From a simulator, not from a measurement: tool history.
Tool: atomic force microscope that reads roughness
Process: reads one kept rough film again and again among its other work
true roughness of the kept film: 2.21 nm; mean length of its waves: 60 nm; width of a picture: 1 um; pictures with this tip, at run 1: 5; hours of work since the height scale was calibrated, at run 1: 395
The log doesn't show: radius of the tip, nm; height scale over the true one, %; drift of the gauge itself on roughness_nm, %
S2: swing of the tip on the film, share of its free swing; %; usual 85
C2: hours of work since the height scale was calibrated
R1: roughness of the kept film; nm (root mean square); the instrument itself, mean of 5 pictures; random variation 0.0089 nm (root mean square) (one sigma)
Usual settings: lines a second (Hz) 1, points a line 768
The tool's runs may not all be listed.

{"run": 1, "hour": 0.0, "lines a second (Hz)": 1, "S2": 85, "points a line": 768, "pictures with this tip": 5, "C2": 395, "R1": 1.978}
{"run": 2, "hour": 19.6, "lines a second (Hz)": 1, "S2": 85, "points a line": 768, "pictures with this tip": 21, "C2": 404, "R1": 1.959}
{"run": 3, "hour": 33.1, "lines a second (Hz)": 1, "S2": 85, "points a line": 449, "pictures with this tip": 33, "C2": 410, "R1": 1.942}
{"run": 4, "hour": 43.5, "lines a second (Hz)": 1, "S2": 85, "points a line": 449, "pictures with this tip": 41, "C2": 415, "R1": 1.923}
{"run": 5, "hour": 62.9, "lines a second (Hz)": 1, "S2": 85, "points a line": 449, "pictures with this tip": 58, "C2": 424, "R1": 1.939}
{"hour": 78.4, "done": "new tip fitted"}
{"run": 6, "hour": 85.2, "lines a second (Hz)": 1, "S2": 75, "points a line": 449, "pictures with this tip": 5, "C2": 434, "R1": 2.05}
{"run": 7, "hour": 108.8, "lines a second (Hz)": 1, "S2": 85, "points a line": 768, "pictures with this tip": 25, "C2": 445, "R1": 1.959}
{"run": 8, "hour": 120.9, "lines a second (Hz)": 1, "S2": 85, "points a line": 319, "pictures with this tip": 36, "C2": 451, "R1": 1.948}
{"run": 9, "hour": 131.2, "lines a second (Hz)": 1, "S2": 85, "points a line": 768, "pictures with this tip": 44, "C2": 455, "R1": 1.915}
{"run": 10, "hour": 150.5, "lines a second (Hz)": 1, "S2": 85, "points a line": 768, "pictures with this tip": 61, "C2": 464, "R1": 1.923}
{"hour": 162.9, "done": "new tip fitted"}
{"run": 11, "hour": 168.8, "lines a second (Hz)": 1, "S2": 85, "points a line": 768, "pictures with this tip": 5, "C2": 473, "R1": 1.981}
{"run": 12, "hour": 186.5, "lines a second (Hz)": 1, "S2": 84, "points a line": 768, "pictures with this tip": 20, "C2": 481, "R1": 1.973}
{"run": 13, "hour": 198.9, "lines a second (Hz)": 1, "S2": 84, "points a line": 768, "pictures with this tip": 30, "C2": 487, "R1": 1.952}
{"run": 14, "hour": 209.8, "lines a second (Hz)": 1, "S2": 68, "points a line": 768, "pictures with this tip": 40, "C2": 492, "R1": 2.05}
{"run": 15, "hour": 224.5, "lines a second (Hz)": 1, "S2": 85, "points a line": 705, "pictures with this tip": 52, "C2": 498, "R1": 1.912}
{"run": 16, "hour": 237.0, "lines a second (Hz)": 1, "S2": 85, "points a line": 768, "pictures with this tip": 63, "C2": 504, "R1": 1.938}
{"hour": 246.7, "done": "new tip fitted"}
{"run": 17, "hour": 254.8, "lines a second (Hz)": 1, "S2": 85, "points a line": 482, "pictures with this tip": 6, "C2": 512, "R1": 1.966}
{"run": 18, "hour": 274.3, "lines a second (Hz)": 1, "S2": 85, "points a line": 482, "pictures with this tip": 23, "C2": 521, "R1": 1.941}
{"run": 19, "hour": 294.7, "lines a second (Hz)": 1, "S2": 85, "points a line": 482, "pictures with this tip": 40, "C2": 531, "R1": 1.937}
{"run": 20, "hour": 305.7, "lines a second (Hz)": 1, "S2": 85, "points a line": 482, "pictures with this tip": 49, "C2": 536, "R1": 1.927}
{"run": 21, "hour": 317.3, "lines a second (Hz)": 3.85, "S2": 65, "points a line": 265, "pictures with this tip": 59, "C2": 541, "R1": 1.852}
{"hour": 330.1, "done": "new tip fitted"}
{"run": 22, "hour": 331.5, "lines a second (Hz)": 3.85, "S2": 65, "points a line": 265, "pictures with this tip": 1, "C2": 547, "R1": 1.925}
{"run": 23, "hour": 346.1, "lines a second (Hz)": 3.85, "S2": 65, "points a line": 265, "pictures with this tip": 13, "C2": 554, "R1": 1.895}
{"run": 24, "hour": 359.1, "lines a second (Hz)": 2.31, "S2": 61, "points a line": 481, "pictures with this tip": 24, "C2": 560, "R1": 2.019}
{"run": 25, "hour": 380.9, "lines a second (Hz)": 2.31, "S2": 61, "points a line": 481, "pictures with this tip": 43, "C2": 570, "R1": 2.012}
{"run": 26, "hour": 391.5, "lines a second (Hz)": 1.03, "S2": 83, "points a line": 327, "pictures with this tip": 52, "C2": 575, "R1": 1.93}
{"hour": 413.5, "done": "new tip fitted"}
{"run": 27, "hour": 413.8, "lines a second (Hz)": 2.22, "S2": 79, "points a line": 551, "pictures with this tip": 0, "C2": 585, "R1": 1.864}
{"run": 28, "hour": 425.3, "lines a second (Hz)": 2.08, "S2": 90, "points a line": 365, "pictures with this tip": 10, "C2": 591, "R1": 1.707}
{"run": 29, "hour": 438.7, "lines a second (Hz)": 0.75, "S2": 62, "points a line": 863, "pictures with this tip": 21, "C2": 597, "R1": 2.1}
{"run": 30, "hour": 455.2, "lines a second (Hz)": 0.63, "S2": 73, "points a line": 577, "pictures with this tip": 35, "C2": 605, "R1": 2.046}
{"run": 31, "hour": 465.8, "lines a second (Hz)": 0.71, "S2": 82, "points a line": 364, "pictures with this tip": 44, "C2": 609, "R1": 1.988}
{"run": 32, "hour": 477.7, "lines a second (Hz)": 0.71, "S2": 82, "points a line": 382, "pictures with this tip": 54, "C2": 615, "R1": 1.983}
{"run": 33, "hour": 493.4, "lines a second (Hz)": 1.67, "S2": 60, "points a line": 682, "pictures with this tip": 68, "C2": 622, "R1": 2.009}
{"hour": 496.5, "done": "new tip fitted"}
{"run": 34, "hour": 517.9, "lines a second (Hz)": 0.82, "S2": 60, "points a line": 399, "pictures with this tip": 18, "C2": 633, "R1": 2.095}
{"run": 35, "hour": 532.7, "lines a second (Hz)": 0.55, "S2": 58, "points a line": 399, "pictures with this tip": 31, "C2": 640, "R1": 2.111}
{"run": 36, "hour": 555.7, "lines a second (Hz)": 1.68, "S2": 63, "points a line": 309, "pictures with this tip": 50, "C2": 651, "R1": 2.01}
{"run": 37, "hour": 570.5, "lines a second (Hz)": 1.68, "S2": 63, "points a line": 309, "pictures with this tip": 63, "C2": 658, "R1": 2.001}
{"hour": 579.7, "done": "new tip fitted"}
{"run": 38, "hour": 588.7, "lines a second (Hz)": 1, "S2": 60, "points a line": 787, "pictures with this tip": 8, "C2": 666, "R1": 2.099}
{"run": 39, "hour": 612.1, "lines a second (Hz)": 1, "S2": 85, "points a line": 660, "pictures with this tip": 28, "C2": 677, "R1": 1.936}
{"run": 40, "hour": 626.2, "lines a second (Hz)": 1, "S2": 85, "points a line": 660, "pictures with this tip": 40, "C2": 683, "R1": 1.925}

Hidden state or all else? Some run-to-run changes of R1, split into what the settings, what came in and random variation would give without the hidden state, and what is left for the hidden state (with any gauge scatter that isn't in both results):
Run 10 -> 11: new tip fitted. R1 +0.058 nm (root mean square): hidden state +0.046, all else +0.012.
Run 16 -> 17: points a line 768 -> 482, new tip fitted. R1 +0.028 nm (root mean square): hidden state +0.051, all else -0.023.
Run 26 -> 27: lines a second (Hz) 1.03 -> 2.22, S2 83 -> 79, points a line 327 -> 551, new tip fitted. R1 -0.066 nm (root mean square): hidden state +0.047, all else -0.113.
Run 27 -> 28: lines a second (Hz) 2.22 -> 2.08, S2 79 -> 90, points a line 551 -> 365. R1 -0.157 nm (root mean square): hidden state -0.006, all else -0.151.
Run 28 -> 29: lines a second (Hz) 2.08 -> 0.75, S2 90 -> 62, points a line 365 -> 863. R1 +0.393 nm (root mean square): hidden state -0.017, all else +0.41.
Run 38 -> 39: S2 60 -> 85, points a line 787 -> 660. R1 -0.163 nm (root mean square): hidden state -0.015, all else -0.148.

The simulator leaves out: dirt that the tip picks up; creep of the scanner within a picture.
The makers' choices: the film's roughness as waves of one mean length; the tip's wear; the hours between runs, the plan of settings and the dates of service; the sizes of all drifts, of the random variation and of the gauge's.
